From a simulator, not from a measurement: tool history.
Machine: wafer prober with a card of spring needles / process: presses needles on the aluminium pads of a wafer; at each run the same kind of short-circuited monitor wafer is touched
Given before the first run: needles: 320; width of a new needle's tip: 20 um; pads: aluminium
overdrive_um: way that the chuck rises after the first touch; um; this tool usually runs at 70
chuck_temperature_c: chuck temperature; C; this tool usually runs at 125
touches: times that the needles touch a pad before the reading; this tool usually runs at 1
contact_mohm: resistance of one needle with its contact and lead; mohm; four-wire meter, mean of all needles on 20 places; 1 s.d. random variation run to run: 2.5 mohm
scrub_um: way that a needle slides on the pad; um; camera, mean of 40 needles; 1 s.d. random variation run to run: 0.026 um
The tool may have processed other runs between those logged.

run	hour	overdrive_um	chuck_temperature_c	touches	contact_mohm	scrub_um
1	0	70	125	1	331	16.24
# hour 2.4: tips cleaned on abrasive film
# hour 16.6: tips cleaned on abrasive film
2	24.5	70	125	1	325	16.17
# hour 31: tips cleaned on abrasive film
# hour 45.7: tips cleaned on abrasive film
3	48.8	70	125	1	304	16.13
# hour 58.7: tips cleaned on abrasive film
4	68	70	125	1	329	16.09
# hour 73.6: tips cleaned on abrasive film
5	86.2	80	125	1	324	18.38
# hour 88.1: tips cleaned on abrasive film
# hour 102.3: tips cleaned on abrasive film
# hour 115.6: tips cleaned on abrasive film
6	116.7	70	43	1	276	15.99
# hour 130.1: tips cleaned on abrasive film
7	130.1	70	43	1	265	16
# hour 143.4: tips cleaned on abrasive film
8	146.4	70	43	1	286	15.97
# hour 158.3: tips cleaned on abrasive film
9	167.6	70	43	1	311	15.95
# hour 172.9: tips cleaned on abrasive film
# hour 187.2: tips cleaned on abrasive film
10	194.5	70	76	1	313	15.84
# hour 201.1: tips cleaned on abrasive film
# hour 215: tips cleaned on abrasive film
11	224.4	70	76	1	322	15.88
# hour 228.8: tips cleaned on abrasive film
# hour 237.1: height of the first contact set anew
# hour 243.8: tips cleaned on abrasive film
12	249.3	70	76	1	305	16.23
# hour 257.8: tips cleaned on abrasive film
# hour 272.1: tips cleaned on abrasive film
13	280.4	70	76	1	321	16.17
# hour 285.4: tips cleaned on abrasive film
# hour 298.9: tips cleaned on abrasive film
14	298.9	50	125	1	293	11.49
# hour 313.4: tips cleaned on abrasive film
15	320.7	58	125	1	340	13.31
# hour 328.3: tips cleaned on abrasive film
# hour 342.9: tips cleaned on abrasive film
16	345.8	58	125	1	313	13.26
# hour 355.8: tips cleaned on abrasive film
17	368.4	54	28	1	354	12.34
# hour 370.8: tips cleaned on abrasive film
# hour 384.8: tips cleaned on abrasive film
18	385.9	70	125	3	290	16.01
# hour 398.4: tips cleaned on abrasive film
19	409.9	70	125	2	314	15.97
# hour 412.6: tips cleaned on abrasive film
# hour 427.8: tips cleaned on abrasive film
20	435.7	68	125	2	314	15.46
# hour 441: tips cleaned on abrasive film
# hour 454.9: tips cleaned on abrasive film
21	461.3	59	30	1	324	13.36
# hour 468.7: tips cleaned on abrasive film
# hour 482.6: tips cleaned on abrasive film
22	483.7	69	28	1	270	15.65
# hour 498.1: tips cleaned on abrasive film
23	500	78	83	2	280	17.72
# hour 511.1: height of the first contact set anew
# hour 514.1: tips cleaned on abrasive film
# hour 528.6: tips cleaned on abrasive film
24	528.9	65	105	2	285	15.04
# hour 541.8: tips cleaned on abrasive film
25	543	65	105	2	286	15
# hour 556.2: tips cleaned on abrasive film
26	560	70	55	1	290	16.2

Run 27 comes next. What will it give?
# hour 571.2: tips cleaned on abrasive film
27	581.5	78	37	1	?	?

Run 27 came out at contact_mohm 301 mohm, scrub_um 17.96 um.
Take away the tool's hidden state, keep the run-to-run variation as it was, and the same run would have given contact_mohm 252 mohm, scrub_um 18.07 um.
